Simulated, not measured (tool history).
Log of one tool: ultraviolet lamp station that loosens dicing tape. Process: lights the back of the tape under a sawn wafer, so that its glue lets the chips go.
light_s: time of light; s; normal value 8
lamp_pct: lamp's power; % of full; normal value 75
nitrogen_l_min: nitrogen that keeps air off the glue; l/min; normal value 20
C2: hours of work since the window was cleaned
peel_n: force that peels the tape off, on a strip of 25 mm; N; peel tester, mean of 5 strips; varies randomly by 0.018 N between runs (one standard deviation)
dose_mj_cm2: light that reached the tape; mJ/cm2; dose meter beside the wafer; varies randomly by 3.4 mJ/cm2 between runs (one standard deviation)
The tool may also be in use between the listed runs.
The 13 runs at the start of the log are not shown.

Run 14, hour 182.7: usual settings; hours of work of the lamp 303; C2 185. Result: peel_n 1.351 N, dose_mj_cm2 453 mJ/cm2.
Run 15, hour 201.3: usual settings; hours of work of the lamp 316; C2 199. Result: peel_n 1.328 N, dose_mj_cm2 455 mJ/cm2.
Run 16, hour 217.2: usual settings; hours of work of the lamp 328; C2 210. Result: peel_n 1.404 N, dose_mj_cm2 449 mJ/cm2.
Run 17, hour 230.6: usual settings but light_s 7 s, lamp_pct 71 % of full, nitrogen_l_min 7 l/min; hours of work of the lamp 338; C2 220. Result: peel_n 3.960 N, dose_mj_cm2 369 mJ/cm2.
Run 18, hour 247.2: usual settings but nitrogen_l_min 23 l/min; hours of work of the lamp 350; C2 232. Result: peel_n 1.295 N, dose_mj_cm2 433 mJ/cm2.
Run 19, hour 259.5: usual settings but nitrogen_l_min 7 l/min; hours of work of the lamp 359; C2 241. Result: peel_n 3.120 N, dose_mj_cm2 438 mJ/cm2.
Run 20, hour 268.8: usual settings but nitrogen_l_min 7 l/min; hours of work of the lamp 366; C2 248. Result: peel_n 3.078 N, dose_mj_cm2 426 mJ/cm2.
Run 21, hour 278.4: usual settings but nitrogen_l_min 7 l/min; hours of work of the lamp 373; C2 255. Result: peel_n 3.175 N, dose_mj_cm2 428 mJ/cm2.

What does the tool deliver on the next run?
Run 22, hour 286.3: usual settings but light_s 9 s, lamp_pct 63 % of full, nitrogen_l_min 7 l/min; hours of work of the lamp 378; C2 261. Result: peel_n ?, dose_mj_cm2 ?.

Run 22 came out at peel_n 3.464 N, dose_mj_cm2 405 mJ/cm2.
Take away the tool's hidden state, keep the run-to-run variation as it was, and the same run would have given peel_n 2.437 N, dose_mj_cm2 521 mJ/cm2.

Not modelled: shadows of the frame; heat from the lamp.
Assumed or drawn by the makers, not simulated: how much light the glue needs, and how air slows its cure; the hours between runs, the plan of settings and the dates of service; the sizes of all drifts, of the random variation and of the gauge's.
